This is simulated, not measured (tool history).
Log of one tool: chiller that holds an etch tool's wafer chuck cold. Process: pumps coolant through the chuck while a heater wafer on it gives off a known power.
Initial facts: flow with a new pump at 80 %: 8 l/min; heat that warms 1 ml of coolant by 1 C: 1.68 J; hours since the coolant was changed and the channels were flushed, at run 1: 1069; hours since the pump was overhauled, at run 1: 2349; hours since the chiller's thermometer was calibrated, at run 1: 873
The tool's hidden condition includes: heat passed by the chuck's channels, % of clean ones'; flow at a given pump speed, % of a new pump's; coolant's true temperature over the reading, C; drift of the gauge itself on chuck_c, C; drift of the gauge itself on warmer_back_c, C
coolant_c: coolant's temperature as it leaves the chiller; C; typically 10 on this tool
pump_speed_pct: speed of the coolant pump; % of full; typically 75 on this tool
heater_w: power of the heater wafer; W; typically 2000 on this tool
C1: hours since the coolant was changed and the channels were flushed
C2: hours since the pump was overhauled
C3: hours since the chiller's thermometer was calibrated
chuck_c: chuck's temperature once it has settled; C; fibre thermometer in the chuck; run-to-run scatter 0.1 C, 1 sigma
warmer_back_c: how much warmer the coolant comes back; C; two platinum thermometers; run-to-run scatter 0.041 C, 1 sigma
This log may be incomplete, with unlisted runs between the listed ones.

run 1 hour=0.0 | coolant_c=10 pump_speed_pct=75 heater_w=2000 | C1=1069 C2=2349 C3=873 | chuck_c=29.1 warmer_back_c=9.54
run 2 hour=64.1 | coolant_c=10 pump_speed_pct=75 heater_w=2000 | C1=1133 C2=2413 C3=937 | chuck_c=29.2 warmer_back_c=9.50
run 3 hour=154.5 | coolant_c=5 pump_speed_pct=75 heater_w=2000 | C1=1224 C2=2504 C3=1028 | chuck_c=24.3 warmer_back_c=9.49
run 4 hour=243.4 | coolant_c=5 pump_speed_pct=75 heater_w=2000 | C1=1312 C2=2593 C3=1116 | chuck_c=24.3 warmer_back_c=9.51
run 5 hour=302.8 | coolant_c=5 pump_speed_pct=75 heater_w=2000 | C1=1372 C2=2652 C3=1176 | chuck_c=24.2 warmer_back_c=9.49
run 6 hour=366.4 | coolant_c=10 pump_speed_pct=75 heater_w=2000 | C1=1435 C2=2716 C3=1239 | chuck_c=29.4 warmer_back_c=9.53
run 7 hour=445.0 | coolant_c=10 pump_speed_pct=75 heater_w=2000 | C1=1514 C2=2794 C3=1318 | chuck_c=29.3 warmer_back_c=9.44
run 8 hour=519.1 | coolant_c=10 pump_speed_pct=75 heater_w=2000 | C1=1588 C2=2868 C3=1392 | chuck_c=29.4 warmer_back_c=9.49
run 9 hour=559.0 | coolant_c=10 pump_speed_pct=75 heater_w=2538 | C1=1628 C2=2908 C3=1432 | chuck_c=34.4 warmer_back_c=12.04
run 10 hour=635.2 | coolant_c=1 pump_speed_pct=75 heater_w=2688 | C1=1704 C2=2984 C3=1508 | chuck_c=26.9 warmer_back_c=12.77
run 11 hour=684.6 | coolant_c=10 pump_speed_pct=66 heater_w=1272 | C1=1754 C2=3034 C3=1558 | chuck_c=23.1 warmer_back_c=6.83
run 12 hour=766.8 | coolant_c=11 pump_speed_pct=66 heater_w=1338 | C1=1836 C2=3116 C3=1640 | chuck_c=24.9 warmer_back_c=7.20
run 13 hour=847.6 | coolant_c=14 pump_speed_pct=69 heater_w=1338 | C1=1917 C2=3197 C3=1721 | chuck_c=27.4 warmer_back_c=6.88
run 14 hour=938.0 | coolant_c=7 pump_speed_pct=77 heater_w=2683 | C1=2007 C2=3287 C3=1811 | chuck_c=32.5 warmer_back_c=12.42
run 15 hour=1026.7 | coolant_c=8 pump_speed_pct=86 heater_w=2000 | C1=2096 C2=3376 C3=1900 | chuck_c=26.0 warmer_back_c=8.34
run 16 hour=1098.5 | coolant_c=8 pump_speed_pct=74 heater_w=2987 | C1=2168 C2=3448 C3=1972 | chuck_c=37.0 warmer_back_c=14.38

Run 17 has not been measured yet. What should we expect?
run 17 hour=1153.1 | coolant_c=19 pump_speed_pct=88 heater_w=1208 | C1=2222 C2=3502 C3=2026 | chuck_c=? warmer_back_c=?

{"run 17": {"chuck_c": 29.7, "warmer_back_c": 4.91}}
With no hidden state in the tool, this same run would have given chuck_c 29.6 C, warmer_back_c 4.91 C.
